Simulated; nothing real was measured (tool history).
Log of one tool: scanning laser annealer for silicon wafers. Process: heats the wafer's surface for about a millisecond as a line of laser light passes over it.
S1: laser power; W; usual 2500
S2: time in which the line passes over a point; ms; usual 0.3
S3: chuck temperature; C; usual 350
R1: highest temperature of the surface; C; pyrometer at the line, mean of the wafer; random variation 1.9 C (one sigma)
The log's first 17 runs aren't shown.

Run 18, hour 388.6: usual settings but S2 0.286 ms, S3 364 C. Result: R1 1075 C.
Run 19, hour 407.8: usual settings but S1 2510 W, S2 0.214 ms. Result: R1 972 C.
Run 20, hour 424.3: usual settings but S1 2569 W, S3 388 C. Result: R1 1132 C.
Run 21, hour 446.1: usual settings but S1 2569 W, S3 365 C. Result: R1 1112 C.
Run 22, hour 465.5: usual settings but S1 2744 W, S2 0.243 ms, S3 368 C. Result: R1 1098 C.
Run 23, hour 481.6: usual settings but S1 2214 W, S2 0.262 ms, S3 388 C. Result: R1 967 C.
Run 24, hour 507.6: usual settings but S2 0.302 ms, S3 317 C. Result: R1 1033 C.
Run 25, hour 521.4: usual settings but S1 2256 W, S2 0.263 ms, S3 338 C. Result: R1 931 C.
Run 26, hour 543.5: usual settings but S1 2246 W, S3 320 C. Result: R1 944 C.
Run 27, hour 568.9: usual settings but S2 0.216 ms, S3 323 C. Result: R1 929 C.
Run 28, hour 595: usual settings but S1 2405 W, S2 0.37 ms, S3 365 C. Result: R1 1107 C.
Run 29, hour 613: usual settings but S1 2648 W, S2 0.341 ms, S3 383 C. Result: R1 1186 C.
Run 30, hour 637.4: usual settings but S2 0.295 ms. Result: R1 1047 C.
At hour 642.5: window over the wafer cleaned.
Run 31, hour 658.7: usual settings but S1 2345 W, S2 0.338 ms. Result: R1 1076 C.
Run 32, hour 675.5: usual settings but S2 0.231 ms. Result: R1 1007 C.

Forecast each of these 5 alternatives for the next run:
Run A, hour 705.5: usual settings but S1 2531 W, S2 0.372 ms, S3 341 C. Result: R1 ?.
Run B, hour 705.5: usual settings but S1 2143 W, S2 0.357 ms. Result: R1 ?.
Run C, hour 705.5: usual settings but S1 2615 W, S2 0.378 ms, S3 359 C. Result: R1 ?.
Run D, hour 705.5: usual settings but S1 2446 W, S2 0.301 ms, S3 364 C. Result: R1 ?.
Run E, hour 705.5: usual settings but S1 2250 W, S2 0.231 ms, S3 314 C. Result: R1 ?.

run    R1
  A  1169
  B  1015
  C  1228
  D  1087
  E   887
Without the tool's hidden state the same runs would have given:
run    R1
  A  1179
  B  1023
  C  1238
  D  1096
  E   894
